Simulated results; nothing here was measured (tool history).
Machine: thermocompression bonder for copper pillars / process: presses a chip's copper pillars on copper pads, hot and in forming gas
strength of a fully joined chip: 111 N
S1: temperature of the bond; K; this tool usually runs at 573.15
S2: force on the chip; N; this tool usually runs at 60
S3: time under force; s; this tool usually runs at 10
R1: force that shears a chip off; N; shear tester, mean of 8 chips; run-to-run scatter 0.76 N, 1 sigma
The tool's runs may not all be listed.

Run 1, day 0: usual settings. Result: R1 57.1 N.
Run 2, day 1.138: usual settings. Result: R1 55 N.
Run 3, day 3.054: usual settings. Result: R1 57.5 N.
Run 4, day 4.454: usual settings. Result: R1 58.1 N.
Run 5, day 5.658: usual settings but S3 8 s. Result: R1 53.3 N.
Run 6, day 6.696: usual settings. Result: R1 54.8 N.
Run 7, day 8.412: usual settings. Result: R1 57.9 N.
Run 8, day 9.954: usual settings. Result: R1 56.7 N.
Run 9, day 11.804: usual settings but S2 54 N. Result: R1 51.2 N.
Run 10, day 12.771: usual settings. Result: R1 55.6 N.
Run 11, day 13.933: usual settings. Result: R1 57.6 N.
Run 12, day 14.804: usual settings. Result: R1 57.6 N.
Run 13, day 16.675: usual settings but S3 6 s. Result: R1 46.9 N.
Run 14, day 17.667: usual settings but S1 601.15 K. Result: R1 71.2 N.
Run 15, day 19.021: usual settings. Result: R1 56.4 N.
Run 16, day 20.171: usual settings but S3 8 s. Result: R1 51.3 N.
Run 17, day 21.029: usual settings but S3 9 s. Result: R1 54.9 N.
Run 18, day 22.875: usual settings but S3 9 s. Result: R1 53.1 N.
Run 19, day 24.383: usual settings but S3 9 s. Result: R1 53.8 N.
At day 25.088: forming gas filter changed.
Run 20, day 26.171: usual settings but S2 43 N. Result: R1 39.5 N.
At day 26.942: force cell calibrated.
Run 21, day 27.812: usual settings but S2 43 N. Result: R1 40.5 N.
Run 22, day 29.512: usual settings but S2 43 N. Result: R1 39.8 N.
Run 23, day 30.333: usual settings but S2 43 N. Result: R1 38 N.
Run 24, day 31.371: usual settings but S2 43 N. Result: R1 39.7 N.
Run 25, day 32.629: usual settings but S1 583.15 K, S2 44 N, S3 12 s. Result: R1 47.8 N.
Run 26, day 34.438: usual settings but S1 598.15 K, S2 76 N, S3 8 s. Result: R1 78.6 N.
Run 27, day 36.012: usual settings but S1 598.15 K, S2 76 N, S3 8 s. Result: R1 79.7 N.
Run 28, day 37.067: usual settings but S1 598.15 K, S2 76 N, S3 8 s. Result: R1 79.7 N.
At day 37.646: heater calibrated with a thermocouple chip.
Run 29, day 38.496: usual settings but S3 16 s. Result: R1 65.5 N.
Run 30, day 40.446: usual settings but S1 569.15 K, S2 64 N, S3 21 s. Result: R1 73.8 N.
Run 31, day 42.1: usual settings but S1 591.15 K, S2 89 N, S3 24 s. Result: R1 102.8 N.
Run 32, day 43.712: usual settings but S1 580.15 K. Result: R1 61.7 N.
Run 33, day 45.7: usual settings but S1 560.15 K, S3 24 s. Result: R1 67.5 N.
Run 34, day 47.025: usual settings but S1 586.15 K, S2 53 N, S3 24 s. Result: R1 73.8 N.
Run 35, day 48.246: usual settings but S1 592.15 K, S2 70 N, S3 8 s. Result: R1 72.2 N.
Run 36, day 50.246: usual settings but S1 555.15 K, S2 74 N, S3 18 s. Result: R1 69.4 N.
Run 37, day 51.621: usual settings but S1 561.15 K, S2 79 N, S3 16 s. Result: R1 75.5 N.

Here are 5 independent what-if runs from the current tool condition. What would each one return?
Run A, day 53.458: usual settings but S1 554.15 K. Result: R1 ?.
Run B, day 53.458: usual settings but S2 53 N, S3 5 s. Result: R1 ?.
Run C, day 53.458: usual settings but S1 586.15 K, S2 59 N, S3 16 s. Result: R1 ?.
Run D, day 53.458: usual settings but S1 588.15 K, S2 37 N, S3 16 s. Result: R1 ?.
Run E, day 53.458: usual settings but S1 561.15 K, S2 79 N, S3 8 s. Result: R1 ?.

run    R1
  A  47.7
  B  38.9
  C  71.7
  D  46.7
  E  61.9
Take away the tool's hidden state, keep each run's random variation, and the runs would have read:
run    R1
  A  47.9
  B  39.1
  C    72
  D    47
  E  62.2

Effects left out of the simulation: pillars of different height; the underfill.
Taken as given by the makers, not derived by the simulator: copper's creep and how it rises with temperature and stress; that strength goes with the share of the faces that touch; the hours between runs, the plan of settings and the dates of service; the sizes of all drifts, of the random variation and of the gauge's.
